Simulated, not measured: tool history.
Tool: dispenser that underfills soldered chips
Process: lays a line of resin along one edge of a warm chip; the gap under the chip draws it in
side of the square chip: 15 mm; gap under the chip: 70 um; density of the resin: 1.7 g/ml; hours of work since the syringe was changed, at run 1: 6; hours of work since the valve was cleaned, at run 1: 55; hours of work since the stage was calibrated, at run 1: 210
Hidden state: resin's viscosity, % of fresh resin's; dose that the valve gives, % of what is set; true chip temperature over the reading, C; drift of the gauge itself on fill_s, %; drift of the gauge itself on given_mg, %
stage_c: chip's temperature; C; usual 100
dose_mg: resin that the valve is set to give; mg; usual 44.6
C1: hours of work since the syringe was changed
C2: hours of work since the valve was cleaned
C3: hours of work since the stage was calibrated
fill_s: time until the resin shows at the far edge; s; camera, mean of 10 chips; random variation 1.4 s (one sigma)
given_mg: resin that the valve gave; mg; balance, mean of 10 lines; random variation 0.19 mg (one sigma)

{"run": 1, "hour": 0.0, "stage_c": 100, "dose_mg": 44.6, "C1": 6, "C2": 55, "C3": 210, "fill_s": 192.3, "given_mg": 42.18}
{"hour": 5.9, "done": "new syringe of resin"}
{"run": 2, "hour": 11.9, "stage_c": 100, "dose_mg": 44.6, "C1": 4, "C2": 62, "C3": 217, "fill_s": 173.3, "given_mg": 42.11}
{"hour": 20.9, "done": "new syringe of resin"}
{"run": 3, "hour": 23.7, "stage_c": 100, "dose_mg": 44.6, "C1": 2, "C2": 69, "C3": 224, "fill_s": 148.7, "given_mg": 41.69}
{"run": 4, "hour": 33.4, "stage_c": 100, "dose_mg": 44.6, "C1": 8, "C2": 75, "C3": 230, "fill_s": 204.3, "given_mg": 41.73}
{"hour": 36.1, "done": "new syringe of resin"}
{"run": 5, "hour": 41.3, "stage_c": 100, "dose_mg": 44.6, "C1": 3, "C2": 79, "C3": 235, "fill_s": 163.5, "given_mg": 40.97}
{"hour": 51.1, "done": "new syringe of resin"}
{"run": 6, "hour": 51.1, "stage_c": 100, "dose_mg": 44.6, "C1": 0, "C2": 85, "C3": 241, "fill_s": 137.5, "given_mg": 40.98}
{"hour": 58.1, "done": "dispensing valve cleaned and set on the balance"}
{"run": 7, "hour": 58.1, "stage_c": 100, "dose_mg": 44.6, "C1": 4, "C2": 0, "C3": 244, "fill_s": 163.7, "given_mg": 44.82}
{"hour": 67.4, "done": "new syringe of resin"}
{"run": 8, "hour": 68.6, "stage_c": 100, "dose_mg": 44.6, "C1": 1, "C2": 6, "C3": 250, "fill_s": 140.3, "given_mg": 44.27}
{"run": 9, "hour": 78.4, "stage_c": 100, "dose_mg": 44.6, "C1": 7, "C2": 12, "C3": 256, "fill_s": 195.6, "given_mg": 44.12}
{"hour": 83.0, "done": "new syringe of resin"}
{"run": 10, "hour": 83.9, "stage_c": 100, "dose_mg": 44.6, "C1": 1, "C2": 15, "C3": 260, "fill_s": 143.6, "given_mg": 43.81}
{"run": 11, "hour": 94.8, "stage_c": 100, "dose_mg": 44.6, "C1": 7, "C2": 22, "C3": 266, "fill_s": 205.1, "given_mg": 43.58}
{"hour": 98.0, "done": "new syringe of resin"}
{"run": 12, "hour": 102.9, "stage_c": 107, "dose_mg": 44.6, "C1": 3, "C2": 27, "C3": 271, "fill_s": 133.1, "given_mg": 43.72}
{"hour": 113.4, "done": "new syringe of resin"}
{"run": 13, "hour": 113.4, "stage_c": 107, "dose_mg": 44.6, "C1": 0, "C2": 33, "C3": 277, "fill_s": 118.4, "given_mg": 43.04}
{"run": 14, "hour": 125.4, "stage_c": 107, "dose_mg": 44.6, "C1": 7, "C2": 40, "C3": 284, "fill_s": 173.1, "given_mg": 42.77}
{"hour": 129.3, "done": "new syringe of resin"}
{"run": 15, "hour": 136.5, "stage_c": 107, "dose_mg": 40.9, "C1": 4, "C2": 47, "C3": 291, "fill_s": 149.7, "given_mg": 39.06}
{"run": 16, "hour": 142.7, "stage_c": 107, "dose_mg": 40.9, "C1": 8, "C2": 50, "C3": 295, "fill_s": 181, "given_mg": 39.07}
{"hour": 144.8, "done": "new syringe of resin"}
{"run": 17, "hour": 154.7, "stage_c": 107, "dose_mg": 40.9, "C1": 6, "C2": 57, "C3": 302, "fill_s": 163.6, "given_mg": 38.66}
{"hour": 160.0, "done": "new syringe of resin"}
{"run": 18, "hour": 166.6, "stage_c": 107, "dose_mg": 40.9, "C1": 4, "C2": 65, "C3": 309, "fill_s": 144.3, "given_mg": 38.66}
{"run": 19, "hour": 172.3, "stage_c": 107, "dose_mg": 40.9, "C1": 7, "C2": 68, "C3": 312, "fill_s": 175.7, "given_mg": 38.37}
{"hour": 176.0, "done": "new syringe of resin"}
{"run": 20, "hour": 182.0, "stage_c": 90, "dose_mg": 40.9, "C1": 4, "C2": 74, "C3": 318, "fill_s": 231.5, "given_mg": 37.98}
{"hour": 191.8, "done": "new syringe of resin"}
{"run": 21, "hour": 192.5, "stage_c": 87, "dose_mg": 56.6, "C1": 0, "C2": 80, "C3": 324, "fill_s": 201.4, "given_mg": 52.79}
{"run": 22, "hour": 202.7, "stage_c": 115, "dose_mg": 40.2, "C1": 7, "C2": 86, "C3": 330, "fill_s": 136.5, "given_mg": 36.77}
{"hour": 207.5, "done": "new syringe of resin"}
{"hour": 208.5, "done": "dispensing valve cleaned and set on the balance"}
{"run": 23, "hour": 212.4, "stage_c": 98, "dose_mg": 40.2, "C1": 2, "C2": 2, "C3": 335, "fill_s": 165.8, "given_mg": 40.02}
{"run": 24, "hour": 221.9, "stage_c": 104, "dose_mg": 38.6, "C1": 8, "C2": 8, "C3": 341, "fill_s": 195.8, "given_mg": 38.47}
{"hour": 224.1, "done": "new syringe of resin"}
{"run": 25, "hour": 229.6, "stage_c": 104, "dose_mg": 38.6, "C1": 3, "C2": 13, "C3": 346, "fill_s": 160, "given_mg": 38.1}

The next listed run, before its measurement:
{"run": 26, "hour": 238.5, "stage_c": 104, "dose_mg": 41.2, "C1": 9, "C2": 18, "C3": 351, "fill_s": "?", "given_mg": "?"}

fill_s: 208.2 s
given_mg: 40.28 mg
Without the tool's hidden state the same run would have given fill_s 120.7 s, given_mg 40.84 mg.
